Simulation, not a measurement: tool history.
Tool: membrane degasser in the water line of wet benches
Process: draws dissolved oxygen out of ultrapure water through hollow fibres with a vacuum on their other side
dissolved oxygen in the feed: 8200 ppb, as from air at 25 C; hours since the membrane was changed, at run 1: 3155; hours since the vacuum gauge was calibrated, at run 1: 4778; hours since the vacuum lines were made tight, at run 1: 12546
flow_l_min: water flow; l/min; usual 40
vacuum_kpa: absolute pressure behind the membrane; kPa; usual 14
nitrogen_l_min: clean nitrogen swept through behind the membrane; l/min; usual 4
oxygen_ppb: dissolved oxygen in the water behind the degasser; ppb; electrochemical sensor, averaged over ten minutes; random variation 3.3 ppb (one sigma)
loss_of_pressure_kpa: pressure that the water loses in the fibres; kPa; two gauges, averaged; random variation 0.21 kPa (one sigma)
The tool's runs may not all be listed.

run   hour  flow_l_min  vacuum_kpa  nitrogen_l_min  hours since the membrane was changed  hours since the vacuum gauge was calibrated  hours since the vacuum lines were made tight  oxygen_ppb  loss_of_pressure_kpa
  1      0          40          14               4                                  3155                                         4778                                         12546       321.1                 51.18
  2   78.1          40          14               4                                  3233                                         4856                                         12624       324.2                 51.47
  3  158.8          25          14               4                                  3314                                         4937                                         12705       180.3                 32.07
  4  194.6          25          14               4                                  3350                                         4973                                         12741       175.7                 31.97
  5  255.1          25          14               4                                  3410                                         5033                                         12801       178.7                 31.82
  6  310.1          25          14               4                                  3465                                         5088                                         12856         177                 32.03
  7  363.2          25          14               4                                  3519                                         5141                                         12909       179.2                 31.98
  8  424.3          41          14               4                                  3580                                         5202                                         12970       338.8                 52.42
  9  475.1          38          14               4                                  3630                                         5253                                         13021       300.8                  48.6
 10  509.5          38          14               4                                  3665                                         5288                                         13055       302.9                 48.77
     579.4  -- seals of the vacuum lines changed
 11  593.1          62          14           11.06                                  3746                                         5369                                            14       371.9                 79.11
 12    633          41          14            5.66                                  3786                                         5409                                            54       266.7                 52.27
 13  684.8          41          14            5.66                                  3838                                         5461                                           105       263.7                 52.69
 14  751.5          41          14            5.66                                  3905                                         5528                                           172       269.6                 52.28
 15    828          41          14            5.66                                  3981                                         5604                                           249       264.5                 52.33

Forecast run 16:
 16  908.2          28        10.7            5.05                                  4062                                         5684                                           329           ?                     ?

oxygen_ppb: 127.9 ppb
loss_of_pressure_kpa: 35.75 kPa
Without the tool's hidden state the same run would have given oxygen_ppb 127.8 ppb, loss_of_pressure_kpa 35.73 kPa.

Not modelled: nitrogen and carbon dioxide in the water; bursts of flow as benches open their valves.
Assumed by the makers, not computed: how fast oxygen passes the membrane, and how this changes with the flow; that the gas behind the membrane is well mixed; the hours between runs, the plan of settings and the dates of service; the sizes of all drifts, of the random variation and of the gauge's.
